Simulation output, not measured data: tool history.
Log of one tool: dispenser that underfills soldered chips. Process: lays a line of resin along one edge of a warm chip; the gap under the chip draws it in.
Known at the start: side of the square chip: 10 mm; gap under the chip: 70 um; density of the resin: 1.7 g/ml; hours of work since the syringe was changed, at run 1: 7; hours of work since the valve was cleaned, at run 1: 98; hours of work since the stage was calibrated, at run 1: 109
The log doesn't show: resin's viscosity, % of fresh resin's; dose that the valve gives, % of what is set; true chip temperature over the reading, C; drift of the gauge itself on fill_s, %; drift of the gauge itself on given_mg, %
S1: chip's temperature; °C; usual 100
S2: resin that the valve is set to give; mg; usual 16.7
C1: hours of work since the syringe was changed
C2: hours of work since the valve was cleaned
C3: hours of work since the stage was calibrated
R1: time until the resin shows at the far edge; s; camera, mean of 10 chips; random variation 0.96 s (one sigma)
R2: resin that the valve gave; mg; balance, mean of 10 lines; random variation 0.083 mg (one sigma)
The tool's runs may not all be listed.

run 1 hour=0.0 | S1=100 S2=16.7 | C1=7 C2=98 C3=109 | R1=169.8 R2=15.70
run 2 hour=4.1 | S1=100 S2=16.7 | C1=10 C2=101 C3=112 | R1=222.8 R2=15.78
-- hour=7.4 new syringe of resin
run 3 hour=8.8 | S1=91 S2=16.7 | C1=1 C2=104 C3=115 | R1=135.6 R2=15.71
run 4 hour=13.7 | S1=91 S2=16.7 | C1=4 C2=108 C3=118 | R1=180.2 R2=15.56
run 5 hour=16.6 | S1=90 S2=16.7 | C1=7 C2=110 C3=120 | R1=223.4 R2=15.56
run 6 hour=21.2 | S1=100 S2=16.7 | C1=10 C2=113 C3=124 | R1=211.1 R2=15.42
-- hour=24.7 new syringe of resin
run 7 hour=25.4 | S1=110 S2=16.7 | C1=1 C2=116 C3=126 | R1=74.2 R2=15.44
run 8 hour=29.7 | S1=110 S2=19.0 | C1=4 C2=119 C3=130 | R1=92.6 R2=17.65
run 9 hour=33.1 | S1=110 S2=19.0 | C1=6 C2=121 C3=132 | R1=113.2 R2=17.47
run 10 hour=37.8 | S1=110 S2=19.0 | C1=9 C2=125 C3=135 | R1=153.1 R2=17.46
-- hour=41.6 new syringe of resin
run 11 hour=42.1 | S1=102 S2=15.6 | C1=0 C2=128 C3=138 | R1=93.2 R2=14.31

Run 12 comes next. What will it give?
run 12 hour=46.9 | S1=106 S2=16.6 | C1=4 C2=131 C3=142 | R1=? R2=?

Run 12 gave R1 109.0 s, R2 15.24 mg.
Without the tool's hidden state the same run would have given R1 77.2 s, R2 16.64 mg.

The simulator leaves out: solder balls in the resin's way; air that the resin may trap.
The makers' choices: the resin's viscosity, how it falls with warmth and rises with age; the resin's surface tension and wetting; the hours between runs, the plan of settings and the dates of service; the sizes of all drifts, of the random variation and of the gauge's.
